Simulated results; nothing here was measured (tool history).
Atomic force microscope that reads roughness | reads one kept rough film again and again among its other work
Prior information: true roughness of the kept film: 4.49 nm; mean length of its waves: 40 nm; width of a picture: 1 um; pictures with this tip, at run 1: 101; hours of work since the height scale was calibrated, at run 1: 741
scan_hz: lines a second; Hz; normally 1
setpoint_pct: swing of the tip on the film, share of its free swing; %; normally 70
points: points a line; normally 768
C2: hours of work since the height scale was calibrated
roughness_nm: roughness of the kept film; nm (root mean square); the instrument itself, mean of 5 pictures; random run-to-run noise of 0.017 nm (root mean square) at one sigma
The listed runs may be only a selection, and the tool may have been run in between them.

{"run": 1, "day": 0.0, "scan_hz": 1, "setpoint_pct": 70, "points": 768, "pictures with this tip": 101, "C2": 741, "roughness_nm": 4.1}
{"day": 0.604, "done": "new tip fitted"}
{"run": 2, "day": 1.196, "scan_hz": 1, "setpoint_pct": 81, "points": 768, "pictures with this tip": 23, "C2": 763, "roughness_nm": 3.933}
{"run": 3, "day": 2.667, "scan_hz": 1, "setpoint_pct": 81, "points": 768, "pictures with this tip": 80, "C2": 790, "roughness_nm": 3.934}
{"day": 3.8, "done": "new tip fitted"}
{"run": 4, "day": 4.121, "scan_hz": 1, "setpoint_pct": 81, "points": 768, "pictures with this tip": 13, "C2": 816, "roughness_nm": 3.944}
{"run": 5, "day": 5.233, "scan_hz": 1, "setpoint_pct": 81, "points": 768, "pictures with this tip": 56, "C2": 837, "roughness_nm": 3.941}
{"day": 7.042, "done": "new tip fitted"}
{"run": 6, "day": 7.042, "scan_hz": 1, "setpoint_pct": 57, "points": 768, "pictures with this tip": 0, "C2": 870, "roughness_nm": 4.201}
{"run": 7, "day": 8.779, "scan_hz": 1, "setpoint_pct": 57, "points": 768, "pictures with this tip": 67, "C2": 902, "roughness_nm": 4.173}
{"run": 8, "day": 9.775, "scan_hz": 1, "setpoint_pct": 70, "points": 479, "pictures with this tip": 106, "C2": 920, "roughness_nm": 4.07}
{"day": 10.162, "done": "new tip fitted"}
{"run": 9, "day": 11.192, "scan_hz": 3.4, "setpoint_pct": 77, "points": 377, "pictures with this tip": 39, "C2": 946, "roughness_nm": 3.525}
{"run": 10, "day": 12.938, "scan_hz": 3.4, "setpoint_pct": 62, "points": 377, "pictures with this tip": 107, "C2": 978, "roughness_nm": 3.882}
{"day": 13.404, "done": "new tip fitted"}
{"run": 11, "day": 14.325, "scan_hz": 2.93, "setpoint_pct": 78, "points": 285, "pictures with this tip": 35, "C2": 1003, "roughness_nm": 3.544}

Here are 3 independent what-if runs from the current tool condition. What would each one return?
{"run": "A", "day": 15.212, "scan_hz": 2.93, "setpoint_pct": 78, "points": 832, "pictures with this tip": 69, "C2": 1019, "roughness_nm": "?"}
{"run": "B", "day": 15.212, "scan_hz": 0.85, "setpoint_pct": 89, "points": 958, "pictures with this tip": 69, "C2": 1019, "roughness_nm": "?"}
{"run": "C", "day": 15.212, "scan_hz": 2.93, "setpoint_pct": 60, "points": 694, "pictures with this tip": 69, "C2": 1019, "roughness_nm": "?"}

run=A roughness_nm=3.549
run=B roughness_nm=3.857
run=C roughness_nm=3.976
With the hidden condition removed and each run's random variation left untouched, the same runs would have given:
run=A roughness_nm=3.554
run=B roughness_nm=3.863
run=C roughness_nm=3.982
